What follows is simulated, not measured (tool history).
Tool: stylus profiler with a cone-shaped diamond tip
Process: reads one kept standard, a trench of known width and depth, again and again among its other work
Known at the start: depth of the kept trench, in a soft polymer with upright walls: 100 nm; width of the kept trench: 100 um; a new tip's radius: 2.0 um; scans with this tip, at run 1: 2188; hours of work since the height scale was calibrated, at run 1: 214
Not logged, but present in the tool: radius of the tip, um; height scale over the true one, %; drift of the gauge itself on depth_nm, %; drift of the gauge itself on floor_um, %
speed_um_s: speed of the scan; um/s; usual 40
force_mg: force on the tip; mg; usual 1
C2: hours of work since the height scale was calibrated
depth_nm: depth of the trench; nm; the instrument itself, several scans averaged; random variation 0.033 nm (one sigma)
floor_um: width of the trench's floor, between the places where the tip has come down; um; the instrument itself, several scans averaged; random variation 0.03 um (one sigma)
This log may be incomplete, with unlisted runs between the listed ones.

{"run": 1, "hour": 0.0, "speed_um_s": 40, "force_mg": 1, "scans with this tip": 2188, "C2": 214, "depth_nm": 100.55, "floor_um": 98.35}
{"run": 2, "hour": 32.6, "speed_um_s": 40, "force_mg": 1, "scans with this tip": 2424, "C2": 237, "depth_nm": 100.5, "floor_um": 98.35}
{"run": 3, "hour": 61.2, "speed_um_s": 40, "force_mg": 1, "scans with this tip": 2632, "C2": 258, "depth_nm": 100.47, "floor_um": 98.32}
{"run": 4, "hour": 78.7, "speed_um_s": 40, "force_mg": 1, "scans with this tip": 2759, "C2": 270, "depth_nm": 100.5, "floor_um": 98.3}
{"run": 5, "hour": 106.6, "speed_um_s": 40, "force_mg": 1, "scans with this tip": 2962, "C2": 290, "depth_nm": 100.54, "floor_um": 98.43}
{"run": 6, "hour": 137.9, "speed_um_s": 40, "force_mg": 1, "scans with this tip": 3189, "C2": 312, "depth_nm": 100.54, "floor_um": 98.33}
{"run": 7, "hour": 158.8, "speed_um_s": 40, "force_mg": 1, "scans with this tip": 3340, "C2": 327, "depth_nm": 100.5, "floor_um": 98.39}
{"run": 8, "hour": 195.9, "speed_um_s": 40, "force_mg": 1, "scans with this tip": 3610, "C2": 354, "depth_nm": 100.63, "floor_um": 98.31}
{"run": 9, "hour": 224.5, "speed_um_s": 40, "force_mg": 1, "scans with this tip": 3817, "C2": 374, "depth_nm": 100.49, "floor_um": 98.28}
{"run": 10, "hour": 251.1, "speed_um_s": 40, "force_mg": 1, "scans with this tip": 4010, "C2": 393, "depth_nm": 100.6, "floor_um": 98.3}
{"run": 11, "hour": 271.9, "speed_um_s": 40, "force_mg": 1, "scans with this tip": 4161, "C2": 408, "depth_nm": 100.55, "floor_um": 98.27}
{"run": 12, "hour": 295.2, "speed_um_s": 40, "force_mg": 1, "scans with this tip": 4331, "C2": 424, "depth_nm": 100.56, "floor_um": 98.35}
{"run": 13, "hour": 333.5, "speed_um_s": 40, "force_mg": 1, "scans with this tip": 4609, "C2": 451, "depth_nm": 100.57, "floor_um": 98.25}
{"run": 14, "hour": 361.8, "speed_um_s": 40, "force_mg": 1, "scans with this tip": 4814, "C2": 472, "depth_nm": 100.62, "floor_um": 98.32}
{"run": 15, "hour": 379.5, "speed_um_s": 40, "force_mg": 1, "scans with this tip": 4943, "C2": 484, "depth_nm": 100.6, "floor_um": 98.28}
{"run": 16, "hour": 419.4, "speed_um_s": 40, "force_mg": 1, "scans with this tip": 5233, "C2": 512, "depth_nm": 100.6, "floor_um": 98.31}
{"run": 17, "hour": 445.0, "speed_um_s": 40, "force_mg": 1, "scans with this tip": 5418, "C2": 531, "depth_nm": 100.64, "floor_um": 98.26}
{"run": 18, "hour": 483.9, "speed_um_s": 40, "force_mg": 1, "scans with this tip": 5700, "C2": 558, "depth_nm": 100.6, "floor_um": 98.2}
{"run": 19, "hour": 504.1, "speed_um_s": 40, "force_mg": 1, "scans with this tip": 5847, "C2": 573, "depth_nm": 100.62, "floor_um": 98.25}
{"run": 20, "hour": 536.5, "speed_um_s": 40, "force_mg": 1, "scans with this tip": 6082, "C2": 596, "depth_nm": 100.63, "floor_um": 98.24}
{"run": 21, "hour": 572.0, "speed_um_s": 40, "force_mg": 1, "scans with this tip": 6340, "C2": 621, "depth_nm": 100.63, "floor_um": 98.2}
{"run": 22, "hour": 604.4, "speed_um_s": 40, "force_mg": 1, "scans with this tip": 6575, "C2": 644, "depth_nm": 100.69, "floor_um": 98.2}
{"run": 23, "hour": 622.4, "speed_um_s": 40, "force_mg": 1, "scans with this tip": 6706, "C2": 657, "depth_nm": 100.63, "floor_um": 98.22}
{"run": 24, "hour": 649.2, "speed_um_s": 40, "force_mg": 1, "scans with this tip": 6901, "C2": 676, "depth_nm": 100.63, "floor_um": 98.18}
{"run": 25, "hour": 677.2, "speed_um_s": 40, "force_mg": 0.48, "scans with this tip": 7104, "C2": 696, "depth_nm": 100.46, "floor_um": 98.09}
{"run": 26, "hour": 697.7, "speed_um_s": 40, "force_mg": 0.83, "scans with this tip": 7253, "C2": 710, "depth_nm": 100.63, "floor_um": 98.16}
{"run": 27, "hour": 732.8, "speed_um_s": 56, "force_mg": 0.68, "scans with this tip": 7507, "C2": 735, "depth_nm": 100.6, "floor_um": 97.98}
{"run": 28, "hour": 764.7, "speed_um_s": 17, "force_mg": 0.53, "scans with this tip": 7739, "C2": 758, "depth_nm": 100.49, "floor_um": 98.31}
{"run": 29, "hour": 794.5, "speed_um_s": 17, "force_mg": 0.53, "scans with this tip": 7955, "C2": 779, "depth_nm": 100.52, "floor_um": 98.33}
{"run": 30, "hour": 815.1, "speed_um_s": 93, "force_mg": 0.45, "scans with this tip": 8105, "C2": 794, "depth_nm": 100.47, "floor_um": 97.37}
{"run": 31, "hour": 847.3, "speed_um_s": 22, "force_mg": 1, "scans with this tip": 8339, "C2": 817, "depth_nm": 100.67, "floor_um": 98.27}
{"run": 32, "hour": 869.9, "speed_um_s": 43, "force_mg": 1.29, "scans with this tip": 8503, "C2": 833, "depth_nm": 100.8, "floor_um": 98.15}
{"run": 33, "hour": 905.8, "speed_um_s": 22, "force_mg": 1.29, "scans with this tip": 8763, "C2": 858, "depth_nm": 100.78, "floor_um": 98.28}
{"run": 34, "hour": 942.0, "speed_um_s": 109, "force_mg": 1.03, "scans with this tip": 9026, "C2": 884, "depth_nm": 100.67, "floor_um": 97.66}
{"run": 35, "hour": 959.4, "speed_um_s": 52, "force_mg": 1.67, "scans with this tip": 9153, "C2": 896, "depth_nm": 100.91, "floor_um": 98.15}
{"run": 36, "hour": 978.2, "speed_um_s": 63, "force_mg": 1.86, "scans with this tip": 9289, "C2": 910, "depth_nm": 101.02, "floor_um": 98.04}
{"run": 37, "hour": 1002.5, "speed_um_s": 63, "force_mg": 1.18, "scans with this tip": 9466, "C2": 927, "depth_nm": 100.8, "floor_um": 97.92}
{"run": 38, "hour": 1035.3, "speed_um_s": 117, "force_mg": 0.36, "scans with this tip": 9704, "C2": 950, "depth_nm": 100.5, "floor_um": 96.94}
{"run": 39, "hour": 1069.0, "speed_um_s": 40, "force_mg": 1, "scans with this tip": 9948, "C2": 974, "depth_nm": 100.7, "floor_um": 98.15}

What does the tool deliver on the next run?
{"run": 40, "hour": 1107.6, "speed_um_s": 60, "force_mg": 2.08, "scans with this tip": 10228, "C2": 1002, "depth_nm": "?", "floor_um": "?"}

{"run 40": {"depth_nm": 101.05, "floor_um": 98.06}}
With the hidden condition absent and the run-to-run variation left alone, this run would have shown depth_nm 100.79 nm, floor_um 98.41 um.
